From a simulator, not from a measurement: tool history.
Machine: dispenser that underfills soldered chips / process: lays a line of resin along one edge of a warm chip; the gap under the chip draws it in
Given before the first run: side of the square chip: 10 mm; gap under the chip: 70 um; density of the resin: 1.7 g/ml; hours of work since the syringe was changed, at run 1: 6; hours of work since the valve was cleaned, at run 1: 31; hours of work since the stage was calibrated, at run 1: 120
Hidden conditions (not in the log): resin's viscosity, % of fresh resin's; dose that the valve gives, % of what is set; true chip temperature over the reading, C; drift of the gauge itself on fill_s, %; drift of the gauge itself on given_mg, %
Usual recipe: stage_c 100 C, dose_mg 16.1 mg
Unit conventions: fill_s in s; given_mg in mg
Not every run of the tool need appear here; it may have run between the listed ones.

run   hour  stage_c  dose_mg  hours of work since the syringe was changed  hours of work since the valve was cleaned  hours of work since the stage was calibrated  fill_s  given_mg
  1      0      100     16.1                                            6                                         31                                           120    31.4      15.6
       3.4  -- new syringe of resin
  2    5.2      100     16.1                                            1                                         35                                           124    20.6     15.65
  3    9.5      100     16.1                                            4                                         37                                           126    25.9      15.5
  4   14.4      100     16.1                                            7                                         41                                           130    34.9     15.51
      15.9  -- new syringe of resin
  5   19.6      100     16.1                                            2                                         44                                           133    23.1     15.62
  6   22.5      100     16.1                                            4                                         46                                           135    27.6     15.36
      28.2  -- new syringe of resin
  7   28.3      100     16.1                                            0                                         49                                           138    18.5      15.4
  8   32.6      100     16.1                                            3                                         52                                           141    23.9     15.24
  9   37.5      100     16.1                                            6                                         55                                           144    32.2     15.18
      40.6  -- new syringe of resin
 10   42.5       96     16.1                                            1                                         59                                           148    23.3      15.2
 11   45.2      100     18.7                                            3                                         60                                           149    23.4     17.64
 12   48.2      100     18.7                                            5                                         62                                           151    28.2     17.53
 13     52      100     18.7                                            8                                         65                                           154    34.7     17.53
      52.8  -- new syringe of resin
 14   54.7      100     15.9                                            1                                         66                                           155    21.1     14.92
 15   59.9      100     15.9                                            5                                         70                                           159    27.7     14.98
        65  -- new syringe of resin
 16   65.3      100     15.9                                            0                                         73                                           162    18.8     14.88
 17   70.5       92     16.1                                            4                                         77                                           166    34.6     14.89
 18   73.4       92     16.1                                            6                                         78                                           167    41.1     14.82
      77.2  -- new syringe of resin
 19   78.2       92     16.1                                            1                                         81                                           170    26.5     14.81
 20     83       99     17.6                                            4                                         85                                           174    26.9     16.18
 21   85.5       99     17.6                                            5                                         86                                           175      31     16.14
 22   88.3       88     17.6                                            7                                         88                                           177    55.8     16.09
      89.5  -- new syringe of resin
 23     94      110       15                                            3                                         92                                           181    17.6     13.55
 24   98.6      110     15.6                                            6                                         95                                           184    23.2     14.11
     101.8  -- new syringe of resin
 25  103.4       96     20.8                                            1                                         98                                           187    21.7     18.71
 26  108.4       99     20.8                                            4                                        101                                           190      26     18.77
 27    113      113     16.2                                            7                                        104                                           193    22.2     14.63
     114.4  -- new syringe of resin
 28  117.8      103     16.7                                            2                                        107                                           196    20.1     15.03
 29  120.3      104     15.1                                            4                                        109                                           197    24.1     13.55
 30  124.8      104     15.1                                            7                                        111                                           200    30.6     13.59
     126.7  -- new syringe of resin
 31  128.4       86     16.4                                            1                                        114                                           203    34.1     14.62
 32  133.4      101     15.2                                            4                                        117                                           206    28.1     13.39
 33  136.4      110     14.2                                            6                                        119                                           208    24.8     12.62
     138.9  -- new syringe of resin
 34  141.7       98     13.7                                            2                                        122                                           211    26.7     12.12
 35  144.7      100     14.8                                            4                                        124                                           213    27.1     13.09
 36  149.6      100     14.8                                            7                                        127                                           216    36.9     13.09

Same runs, no hidden state in the tool, same run-to-run variation:
run  fill_s  given_mg
  1    18.6     16.04
  2    18.6     16.14
  3      18     16.04
  4    18.4      16.1
  5    18.8     16.26
  6    18.9     16.03
  7    18.2     16.14
  8    18.2     16.02
  9    18.5     16.01
 10    20.8     16.09
 11    18.1     18.69
 12    18.3     18.61
 13    18.1     18.67
 14    19.1     15.91
 15    18.4     16.03
 16    18.3     15.98
 17    24.9     16.05
 18      25     16.02
 19    24.9     16.06
 20    19.3     17.59
 21    19.2     17.58
 22    29.3     17.57
 23    13.2     14.84
 24    13.4     15.51
 25    20.5     20.63
 26    18.2     20.78
 27    11.5     16.24
 28    16.4     16.73
 29    16.9     15.12
 30    16.2      15.2
 31    30.8     16.39
 32    18.7     15.09
 33    13.8     14.24
 34    21.5     13.73
 35    18.3     14.85
 36    18.9     14.91
